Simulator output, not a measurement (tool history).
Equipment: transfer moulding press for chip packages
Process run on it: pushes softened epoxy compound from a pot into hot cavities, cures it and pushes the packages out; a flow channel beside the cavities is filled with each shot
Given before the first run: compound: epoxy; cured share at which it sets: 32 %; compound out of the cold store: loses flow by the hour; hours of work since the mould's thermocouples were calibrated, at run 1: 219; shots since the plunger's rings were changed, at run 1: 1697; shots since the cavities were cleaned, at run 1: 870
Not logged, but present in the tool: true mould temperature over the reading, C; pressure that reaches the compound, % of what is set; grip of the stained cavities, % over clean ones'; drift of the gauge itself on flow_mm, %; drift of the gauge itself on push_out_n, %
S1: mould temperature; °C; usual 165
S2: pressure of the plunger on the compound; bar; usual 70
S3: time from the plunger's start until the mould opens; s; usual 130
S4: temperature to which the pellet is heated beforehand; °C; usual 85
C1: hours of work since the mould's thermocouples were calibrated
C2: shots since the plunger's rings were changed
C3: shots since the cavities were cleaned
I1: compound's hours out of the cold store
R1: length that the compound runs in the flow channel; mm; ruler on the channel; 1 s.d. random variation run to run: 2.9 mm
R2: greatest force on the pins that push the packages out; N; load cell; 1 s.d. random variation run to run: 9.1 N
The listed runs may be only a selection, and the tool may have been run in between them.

run,hour,S1,S2,S3,S4,C1,C2,C3,I1,R1,R2
1,0,165,70,130,85,219,1697,870,27.8,589,688
# hour 3.3: cavities cleaned with cleaning compound and waxed
2,16.6,165,70,169,85,228,1838,125,22.5,616,427
3,25.7,165,70,130,85,234,1923,210,43.4,530,512
4,33.1,160,70,130,85,238,1992,279,13.9,668,731
5,43.3,165,57.1,130,85,244,2087,374,38.2,494,560
6,57.7,165,57.1,130,85,253,2221,508,34.3,512,591
7,65.1,165,57.1,130,85,257,2291,578,18.5,570,612
8,73.9,165,57.1,130,85,263,2373,660,18.8,569,644
9,80.6,159,57.1,130,85,267,2436,723,40.6,501,871
10,94.1,159,57.1,130,85,275,2562,849,15.3,599,948
# hour 100.5: cavities cleaned with cleaning compound and waxed
11,102.7,165,70,130,85,279,2628,20,16.4,648,463
12,115.6,170,70,130,85,287,2748,140,31.4,566,442
# hour 118.3: mould's thermocouples calibrated
13,127,170,70,130,85,5,2836,228,44.2,519,466
14,142.1,165,57.6,130,85,14,2978,370,18.5,570,579
15,154.1,165,57.6,130,85,22,3090,482,23.9,548,594
# hour 157: mould's thermocouples calibrated, once more
16,169.2,165,56.4,130,77,7,3212,604,15.7,572,646
17,184.2,165,56.4,146,79,16,3352,744,40.1,481,625
18,191.8,165,70,114,83,21,3423,815,30.1,577,772
# hour 200.9: cavities cleaned with cleaning compound and waxed
19,202.2,172,73.4,130,85,26,3506,12,30.2,581,376
20,209.4,171,54.1,162,79,31,3573,79,23.3,521,392
21,224,171,54.1,162,79,39,3710,216,10.4,572,470
22,234.1,171,54.1,162,79,45,3804,310,40.8,461,491
23,249,164,81,126,85,54,3944,450,23.8,646,662
24,262.6,164,81,126,85,63,4071,577,11.2,712,687
25,271.2,169,79.2,126,85,68,4151,657,27.3,612,573
26,285,165,70,130,80,76,4280,786,27.6,586,675
27,294.1,165,72.3,130,77,82,4365,871,39.3,547,691
# hour 297.9: cavities cleaned with cleaning compound and waxed
# hour 308.2: plunger's sealing rings changed
28,308.2,168,66.4,137,81,88,0,74,47.8,502,424
29,319.9,168,53,130,85,95,109,183,9.1,586,482

Pick out some run-to-run changes in R1. Of each, how much would a tool without hidden state show as well, from the settings, what came in and chance, and how much is left for the hidden state and any gauge scatter not in both results compared?
Run 4 -> 5: S1 160 -> 165, S2 70 -> 57.1. R1 -174 mm: hidden state +3, all else -177.
Run 22 -> 23: S1 171 -> 164, S2 54.1 -> 81, S3 162 -> 126, S4 79 -> 85. R1 +185 mm: hidden state -7, all else +192.
Run 27 -> 28: S1 165 -> 168, S2 72.3 -> 66.4, S3 130 -> 137, S4 77 -> 81, cavities cleaned with cleaning compound and waxed, plunger's sealing rings changed. R1 -45 mm: hidden state +17, all else -62.
